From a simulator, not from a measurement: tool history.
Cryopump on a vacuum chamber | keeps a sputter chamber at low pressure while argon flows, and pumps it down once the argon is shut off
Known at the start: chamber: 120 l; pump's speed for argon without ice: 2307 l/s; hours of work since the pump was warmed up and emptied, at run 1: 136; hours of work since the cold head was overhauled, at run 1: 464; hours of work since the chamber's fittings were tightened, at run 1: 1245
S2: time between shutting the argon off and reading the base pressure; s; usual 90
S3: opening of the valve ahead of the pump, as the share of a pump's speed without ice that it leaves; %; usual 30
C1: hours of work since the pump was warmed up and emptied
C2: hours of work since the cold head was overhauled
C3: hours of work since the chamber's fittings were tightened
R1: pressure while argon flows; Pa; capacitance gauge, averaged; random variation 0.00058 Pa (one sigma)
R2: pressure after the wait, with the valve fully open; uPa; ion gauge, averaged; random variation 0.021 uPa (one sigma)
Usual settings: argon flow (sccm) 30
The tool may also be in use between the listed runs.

run 1 hour=0 | argon_flow_(sccm)=30 S2=90 S3=30 | C1=136 C2=464 C3=1245 | R1=0.077 R2=1.28
run 2 hour=6.3 | argon_flow_(sccm)=59 S2=90 S3=30 | C1=140 C2=469 C3=1250 | R1=0.1504 R2=1.3
run 3 hour=14.1 | argon_flow_(sccm)=59 S2=90 S3=30 | C1=146 C2=475 C3=1256 | R1=0.1496 R2=1.28
run 4 hour=27.5 | argon_flow_(sccm)=44 S2=90 S3=30 | C1=157 C2=485 C3=1266 | R1=0.1139 R2=1.34
run 5 hour=37.1 | argon_flow_(sccm)=44 S2=90 S3=30 | C1=164 C2=493 C3=1273 | R1=0.1124 R2=1.36
run 6 hour=49.8 | argon_flow_(sccm)=44 S2=90 S3=30 | C1=174 C2=502 C3=1283 | R1=0.1139 R2=1.34
run 7 hour=55.9 | argon_flow_(sccm)=44 S2=90 S3=30 | C1=178 C2=507 C3=1288 | R1=0.1138 R2=1.4
run 8 hour=64.1 | argon_flow_(sccm)=30 S2=21 S3=30 | C1=185 C2=513 C3=1294 | R1=0.0773 R2=2.08
run 9 hour=73.2 | argon_flow_(sccm)=30 S2=90 S3=30 | C1=192 C2=520 C3=1301 | R1=0.078 R2=1.39
run 10 hour=85.1 | argon_flow_(sccm)=30 S2=90 S3=30 | C1=201 C2=529 C3=1310 | R1=0.0779 R2=1.4
run 11 hour=97.2 | argon_flow_(sccm)=30 S2=90 S3=30 | C1=210 C2=539 C3=1319 | R1=0.078 R2=1.41
run 12 hour=110.3 | argon_flow_(sccm)=30 S2=90 S3=30 | C1=220 C2=549 C3=1329 | R1=0.0793 R2=1.48
run 13 hour=123.8 | argon_flow_(sccm)=30 S2=90 S3=29 | C1=230 C2=559 C3=1340 | R1=0.0819 R2=1.46
run 14 hour=132.4 | argon_flow_(sccm)=30 S2=84 S3=29 | C1=237 C2=565 C3=1346 | R1=0.0819 R2=1.51
run 15 hour=143.4 | argon_flow_(sccm)=30 S2=65 S3=29 | C1=245 C2=574 C3=1355 | R1=0.0827 R2=1.59
run 16 hour=155.1 | argon_flow_(sccm)=30 S2=65 S3=29 | C1=254 C2=583 C3=1364 | R1=0.082 R2=1.54
run 17 hour=167.4 | argon_flow_(sccm)=30 S2=65 S3=29 | C1=264 C2=592 C3=1373 | R1=0.0835 R2=1.67
run 18 hour=176.3 | argon_flow_(sccm)=52 S2=107 S3=24 | C1=271 C2=599 C3=1380 | R1=0.1709 R2=1.55
run 19 hour=186.4 | argon_flow_(sccm)=35 S2=241 S3=45 | C1=278 C2=607 C3=1388 | R1=0.0665 R2=1.49
run 20 hour=198.4 | argon_flow_(sccm)=35 S2=241 S3=45 | C1=288 C2=616 C3=1397 | R1=0.0667 R2=1.45
run 21 hour=208.6 | argon_flow_(sccm)=26 S2=90 S3=18 | C1=295 C2=624 C3=1405 | R1=0.1132 R2=1.64
run 22 hour=221.7 | argon_flow_(sccm)=57 S2=292 S3=30 | C1=305 C2=634 C3=1415 | R1=0.1568 R2=1.53
run 23 hour=233.8 | argon_flow_(sccm)=13 S2=208 S3=15 | C1=315 C2=643 C3=1424 | R1=0.0675 R2=1.55
-- hour=242.2 pump warmed up, emptied and cooled again
run 24 hour=249.6 | argon_flow_(sccm)=13 S2=125 S3=21 | C1=6 C2=651 C3=1432 | R1=0.0454 R2=1.2
run 25 hour=255.8 | argon_flow_(sccm)=16 S2=181 S3=23 | C1=10 C2=656 C3=1437 | R1=0.0509 R2=1.19
run 26 hour=267.4 | argon_flow_(sccm)=16 S2=181 S3=23 | C1=19 C2=665 C3=1446 | R1=0.0527 R2=1.16
run 27 hour=278.4 | argon_flow_(sccm)=30 S2=60 S3=30 | C1=28 C2=673 C3=1454 | R1=0.0737 R2=1.44
run 28 hour=289.6 | argon_flow_(sccm)=31 S2=71 S3=50 | C1=36 C2=682 C3=1463 | R1=0.0474 R2=1.35
run 29 hour=297.7 | argon_flow_(sccm)=54 S2=100 S3=19 | C1=42 C2=688 C3=1469 | R1=0.2098 R2=1.29
run 30 hour=311.3 | argon_flow_(sccm)=54 S2=100 S3=19 | C1=53 C2=699 C3=1479 | R1=0.2099 R2=1.31
run 31 hour=325.2 | argon_flow_(sccm)=25 S2=133 S3=17 | C1=63 C2=709 C3=1490 | R1=0.1091 R2=1.26
run 32 hour=331.7 | argon_flow_(sccm)=30 S2=201 S3=18 | C1=69 C2=714 C3=1495 | R1=0.1238 R2=1.28
run 33 hour=339.2 | argon_flow_(sccm)=30 S2=201 S3=18 | C1=74 C2=720 C3=1501 | R1=0.1257 R2=1.32
run 34 hour=351.4 | argon_flow_(sccm)=37 S2=27 S3=18 | C1=84 C2=729 C3=1510 | R1=0.1534 R2=1.82

Forecast each of these 3 alternatives for the next run:
run A hour=365 | argon_flow_(sccm)=37 S2=36 S3=18 | C1=94 C2=740 C3=1521 | R1=? R2=?
run B hour=365 | argon_flow_(sccm)=37 S2=50 S3=25 | C1=94 C2=740 C3=1521 | R1=? R2=?
run C hour=365 | argon_flow_(sccm)=19 S2=144 S3=25 | C1=94 C2=740 C3=1521 | R1=? R2=?

run=A R1=0.1534 R2=1.72
run=B R1=0.1133 R2=1.6
run=C R1=0.0568 R2=1.34
Without the tool's hidden state the same runs would have given:
run=A R1=0.1503 R2=0.65
run=B R1=0.1102 R2=0.51
run=C R1=0.0552 R2=0.25

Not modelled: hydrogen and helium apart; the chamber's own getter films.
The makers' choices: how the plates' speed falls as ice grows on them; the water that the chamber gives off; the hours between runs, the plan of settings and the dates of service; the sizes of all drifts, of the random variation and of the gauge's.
